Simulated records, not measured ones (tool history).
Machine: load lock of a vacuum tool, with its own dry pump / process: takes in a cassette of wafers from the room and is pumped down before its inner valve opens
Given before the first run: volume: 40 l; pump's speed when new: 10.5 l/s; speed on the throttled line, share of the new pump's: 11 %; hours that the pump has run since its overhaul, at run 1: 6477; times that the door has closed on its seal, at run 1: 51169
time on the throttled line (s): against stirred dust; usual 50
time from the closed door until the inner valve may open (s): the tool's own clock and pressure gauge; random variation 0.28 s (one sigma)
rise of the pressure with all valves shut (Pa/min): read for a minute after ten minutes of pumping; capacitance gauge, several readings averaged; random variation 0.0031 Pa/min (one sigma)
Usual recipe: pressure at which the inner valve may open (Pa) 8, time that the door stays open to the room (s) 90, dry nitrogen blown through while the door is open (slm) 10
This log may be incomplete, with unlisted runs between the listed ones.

| run | hour | time on the throttled line (s) | pressure at which the inner valve may open (Pa) | time that the door stays open to the room (s) | dry nitrogen blown through while the door is open (slm) | hours that the pump has run since its overhaul | times that the door has closed on its seal | incoming humidity of the room's air, % | time from the closed door until the inner valve may open (s) | rise of the pressure with all valves shut (Pa/min) |
|---|---|---|---|---|---|---|---|---|---|---|
| 1 | 0 | 50 | 8 | 90 | 10 | 6477 | 51169 | 44.1 | 82.9 | 0.205 |
| 2 | 181.2 | 50 | 8 | 90 | 10 | 6658 | 51685 | 45.4 | 82.8 | 0.203 |
| 3 | 315 | 50 | 8 | 90 | 10 | 6792 | 52066 | 44.6 | 82.9 | 0.201 |
| 4 | 484.5 | 50 | 8 | 90 | 10 | 6962 | 52548 | 44.4 | 83 | 0.21 |
| 5 | 634 | 50 | 13 | 90 | 10 | 7111 | 52973 | 43.9 | 80.2 | 0.205 |
| 6 | 832.3 | 50 | 13 | 90 | 10 | 7309 | 53538 | 48.4 | 80.2 | 0.219 |
| 7 | 1000.6 | 50 | 13 | 90 | 10 | 7478 | 54016 | 45.2 | 80.3 | 0.222 |
| 8 | 1202.2 | 50 | 13 | 90 | 10 | 7679 | 54590 | 45.4 | 80.5 | 0.22 |
| 9 | 1306.7 | 88 | 8 | 90 | 10 | 7784 | 54887 | 40.5 | 116.3 | 0.208 |
| 10 | 1514.7 | 88 | 8 | 90 | 10 | 7992 | 55479 | 46.4 | 115.8 | 0.224 |
| 11 | 1620.2 | 88 | 8 | 90 | 10 | 8097 | 55779 | 47.5 | 115.7 | 0.227 |
|  | 1756.1 | door's seal changed, seat wiped |
| 12 | 1823.4 | 88 | 8 | 90 | 10 | 8299 | 191 | 42.7 | 116.3 | 0.068 |
| 13 | 1965 | 88 | 8 | 90 | 10 | 8440 | 594 | 43.1 | 116.3 | 0.07 |
| 14 | 2124 | 50 | 13 | 90 | 10 | 8600 | 1046 | 44.9 | 80.9 | 0.07 |
| 15 | 2265.3 | 79 | 14 | 90 | 10 | 8741 | 1448 | 43.6 | 105.5 | 0.068 |
| 16 | 2350 | 79 | 14 | 90 | 10 | 8826 | 1689 | 49.9 | 105.7 | 0.078 |
| 17 | 2559 | 43 | 14 | 90 | 12 | 9035 | 2284 | 44.7 | 74.5 | 0.063 |
| 18 | 2764.8 | 50 | 8 | 62 | 10 | 9240 | 2869 | 44.6 | 82.9 | 0.066 |
| 19 | 2909.5 | 50 | 8 | 62 | 10 | 9385 | 3281 | 44.9 | 82.6 | 0.069 |
| 20 | 3038.5 | 81 | 13 | 90 | 10 | 9514 | 3648 | 39.3 | 108 | 0.065 |
| 21 | 3180.9 | 50 | 8 | 188 | 10 | 9656 | 4053 | 43.5 | 83 | 0.092 |
| 22 | 3306.2 | 50 | 8 | 188 | 10 | 9782 | 4410 | 44.6 | 83.5 | 0.096 |
| 23 | 3482.7 | 36 | 14 | 79 | 10 | 9958 | 4912 | 45.8 | 68.7 | 0.071 |
| 24 | 3691.7 | 28 | 7 | 153 | 35 | 10167 | 5507 | 46.6 | 64.2 | 0.074 |

4 options for the next run, each taken on its own from the tool as it stands now. Forecast them:
| A | 3867.9 | 78 | 9 | 90 | 16 | 10343 | 6008 | 43.3 | ? | ? |
| B | 3867.9 | 28 | 13 | 155 | 35 | 10343 | 6008 | 47.9 | ? | ? |
| C | 3867.9 | 34 | 7 | 77 | 35 | 10343 | 6008 | 47.2 | ? | ? |
| D | 3867.9 | 50 | 13 | 192 | 16 | 10343 | 6008 | 47.1 | ? | ? |

| run | time from the closed door until the inner valve may open (s) | rise of the pressure with all valves shut (Pa/min) |
|---|---|---|
| A | 107.8 | 0.067 |
| B | 61.8 | 0.064 |
| C | 69.5 | 0.057 |
| D | 81.2 | 0.097 |
The same runs, with their run-to-run variation unchanged, on a tool lacking any hidden condition would have given:
| run | time from the closed door until the inner valve may open (s) | rise of the pressure with all valves shut (Pa/min) |
|---|---|---|
| A | 105.6 | 0.059 |
| B | 59.2 | 0.057 |
| C | 66.7 | 0.049 |
| D | 78.8 | 0.089 |
